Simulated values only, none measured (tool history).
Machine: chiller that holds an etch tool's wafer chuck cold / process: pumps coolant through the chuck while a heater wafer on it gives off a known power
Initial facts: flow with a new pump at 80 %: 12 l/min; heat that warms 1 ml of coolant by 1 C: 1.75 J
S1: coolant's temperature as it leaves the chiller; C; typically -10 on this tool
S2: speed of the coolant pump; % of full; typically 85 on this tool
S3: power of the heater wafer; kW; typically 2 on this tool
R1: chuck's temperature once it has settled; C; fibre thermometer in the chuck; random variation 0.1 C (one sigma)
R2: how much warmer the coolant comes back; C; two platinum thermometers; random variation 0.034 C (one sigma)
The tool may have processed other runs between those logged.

Run 1, day 0: usual settings. Result: R1 4 C, R2 5.35 C.
Run 2, day 1.796: usual settings. Result: R1 4.1 C, R2 5.33 C.
Run 3, day 2.538: usual settings. Result: R1 4.2 C, R2 5.34 C.
Run 4, day 4.267: usual settings. Result: R1 4.2 C, R2 5.31 C.
Run 5, day 5.675: usual settings. Result: R1 4 C, R2 5.36 C.
Run 6, day 7.342: usual settings. Result: R1 3.9 C, R2 5.33 C.
Run 7, day 8.512: usual settings. Result: R1 4 C, R2 5.31 C.
Run 8, day 9.321: usual settings but S2 75 % of full. Result: R1 5.7 C, R2 6.12 C.
Run 9, day 10.883: usual settings but S2 75 % of full. Result: R1 5.8 C, R2 6.08 C.
Run 10, day 12.533: usual settings. Result: R1 4.1 C, R2 5.31 C.
Run 11, day 13.75: usual settings but S3 1.208 kW. Result: R1 -1.4 C, R2 3.25 C.
Run 12, day 15.146: usual settings but S3 1.208 kW. Result: R1 -1.4 C, R2 3.21 C.
At day 16.833: chiller's thermometer calibrated.
Run 13, day 16.846: usual settings but S3 1.208 kW. Result: R1 -1.5 C, R2 3.25 C.
Run 14, day 18.646: usual settings but S3 1.208 kW. Result: R1 -1.6 C, R2 3.2 C.
Run 15, day 20.138: usual settings but S3 1.208 kW. Result: R1 -1.5 C, R2 3.26 C.
Run 16, day 21.354: usual settings but S3 1.351 kW. Result: R1 -0.5 C, R2 3.64 C.
Run 17, day 22.858: usual settings but S3 1.351 kW. Result: R1 -0.3 C, R2 3.59 C.
At day 24.296: coolant changed, channels flushed.
Run 18, day 24.296: usual settings but S3 1.351 kW. Result: R1 -0.3 C, R2 3.6 C.
Run 19, day 25.617: usual settings but S1 -7 C, S3 1.998 kW. Result: R1 7.2 C, R2 5.32 C.
Run 20, day 26.521: usual settings but S3 1.766 kW. Result: R1 2.6 C, R2 4.76 C.
Run 21, day 27.675: usual settings but S1 -4 C, S3 1.306 kW. Result: R1 5.2 C, R2 3.44 C.
Run 22, day 29.104: usual settings but S1 -4 C, S3 1.306 kW. Result: R1 5.3 C, R2 3.51 C.
Run 23, day 30.842: usual settings but S1 -4 C, S3 1.306 kW. Result: R1 5.4 C, R2 3.46 C.
Run 24, day 31.721: usual settings but S2 68 % of full, S3 2.704 kW. Result: R1 12.8 C, R2 9.25 C.
Run 25, day 33.546: usual settings but S1 -1 C, S2 95 % of full, S3 2.975 kW. Result: R1 18.1 C, R2 7 C.
Run 26, day 35.317: usual settings but S1 -1 C, S2 95 % of full, S3 2.975 kW. Result: R1 18 C, R2 7.01 C.
Run 27, day 36.871: usual settings but S1 -12 C, S2 95 % of full, S3 2.975 kW. Result: R1 7.1 C, R2 7.06 C.
Run 28, day 38.562: usual settings but S1 -12 C, S2 95 % of full, S3 2.975 kW. Result: R1 7.1 C, R2 7 C.
Run 29, day 40.35: usual settings but S1 -11 C, S2 68 % of full, S3 2.258 kW. Result: R1 8.1 C, R2 7.66 C.

Run 30 comes next. What will it give?
Run 30, day 41.321: usual settings but S1 -11 C, S2 68 % of full, S3 2.258 kW. Result: R1 ?, R2 ?.

{"run 30": {"R1": 8.1, "R2": 7.76}}
On a tool with no hidden condition, and with the same random variation, this run would have come out at R1 8.1 C, R2 7.76 C.

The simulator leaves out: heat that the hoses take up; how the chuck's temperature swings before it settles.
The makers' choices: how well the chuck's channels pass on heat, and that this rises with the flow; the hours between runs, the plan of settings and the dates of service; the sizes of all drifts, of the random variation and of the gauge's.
